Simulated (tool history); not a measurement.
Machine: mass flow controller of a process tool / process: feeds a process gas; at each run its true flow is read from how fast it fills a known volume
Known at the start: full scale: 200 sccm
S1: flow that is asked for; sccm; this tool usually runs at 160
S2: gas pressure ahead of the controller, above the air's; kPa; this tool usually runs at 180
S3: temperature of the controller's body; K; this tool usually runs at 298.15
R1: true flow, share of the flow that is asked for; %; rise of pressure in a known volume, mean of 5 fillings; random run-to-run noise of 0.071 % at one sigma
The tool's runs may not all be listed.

run 1 day=0 | S1=160 S2=180 S3=298.15 | R1=100
run 2 day=3.021 | S1=160 S2=180 S3=298.15 | R1=100.02
run 3 day=4.754 | S1=160 S2=180 S3=298.15 | R1=99.86
run 4 day=7.4 | S1=160 S2=239 S3=298.15 | R1=99.67
run 5 day=10.404 | S1=160 S2=239 S3=298.15 | R1=99.49
run 6 day=12.333 | S1=160 S2=180 S3=293.15 | R1=99.32
run 7 day=15.275 | S1=160 S2=180 S3=293.15 | R1=99.31
run 8 day=18.571 | S1=160 S2=184 S3=304.15 | R1=100.23
run 9 day=21.683 | S1=160 S2=184 S3=304.15 | R1=100.06
run 10 day=25.229 | S1=27 S2=180 S3=299.15 | R1=99.12
run 11 day=28.367 | S1=27 S2=180 S3=304.15 | R1=99.46
run 12 day=31.879 | S1=26 S2=180 S3=301.15 | R1=99.24

Consider 3 possible next runs. They are alternatives, not a sequence: every one starts from the tool as it was left by run 12. What does each give?
run A day=34.575 | S1=121 S2=180 S3=298.15 | R1=?
run B day=34.575 | S1=93 S2=218 S3=304.15 | R1=?
run C day=34.575 | S1=47 S2=193 S3=298.15 | R1=?

run=A R1=99.15
run=B R1=99.47
run=C R1=99.07
Take away the tool's hidden state, keep each run's random variation, and the runs would have read:
run=A R1=99.87
run=B R1=100.19
run=C R1=99.78
